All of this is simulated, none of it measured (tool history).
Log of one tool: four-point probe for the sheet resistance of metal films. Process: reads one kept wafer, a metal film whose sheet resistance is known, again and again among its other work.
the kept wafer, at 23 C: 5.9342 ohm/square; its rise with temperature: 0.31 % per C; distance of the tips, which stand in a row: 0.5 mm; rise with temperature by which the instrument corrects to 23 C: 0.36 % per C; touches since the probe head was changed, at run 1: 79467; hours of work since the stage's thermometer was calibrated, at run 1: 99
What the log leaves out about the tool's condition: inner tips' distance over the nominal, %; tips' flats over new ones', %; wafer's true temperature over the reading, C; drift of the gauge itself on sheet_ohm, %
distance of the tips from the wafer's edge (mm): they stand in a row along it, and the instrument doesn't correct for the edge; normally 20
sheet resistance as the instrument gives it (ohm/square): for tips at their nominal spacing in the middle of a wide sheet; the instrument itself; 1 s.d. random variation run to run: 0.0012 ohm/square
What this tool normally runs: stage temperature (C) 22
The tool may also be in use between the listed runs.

run,day,stage temperature (C),distance of the tips from the wafer's edge (mm),touches since the probe head was changed,hours of work since the stage's thermometer was calibrated,sheet resistance as the instrument gives it (ohm/square)
1,0,22,20,79467,99,5.912532
2,1.192,22,20,80790,121,5.908611
3,2.588,22,5,82338,146,5.939695
4,3.804,22,5,83692,169,5.937724
5,4.383,22,5,84335,179,5.940329
6,5.508,22,5,85585,200,5.937852
7,6.283,22,5,86442,214,5.938043
8,7.117,22,5,87370,229,5.934472
9,8.071,22,20,88430,247,5.906993
10,9.479,22,20,89992,273,5.90654
11,10.304,22,20,90909,288,5.905841
12,11.467,22,20,92201,309,5.904282
13,12.254,22,35,93077,324,5.902761
14,12.912,22,35,93805,336,5.901946
# day 13.012: stage's thermometer calibrated
15,13.671,28,35,94623,12,5.885729
16,14.729,22,21,95800,31,5.901351
17,15.808,20,7,96999,51,5.920238
18,17.208,25,7,98551,77,5.907059

Run 19 is up next; what results do you expect?
19,18.012,25,7,99445,92,?

{"run 19": {"sheet resistance as the instrument gives it (ohm/square)": 5.905084}}
Were there no unlogged condition in the tool, this run, its random variation unchanged, would have produced sheet resistance as the instrument gives it (ohm/square) 5.943589.
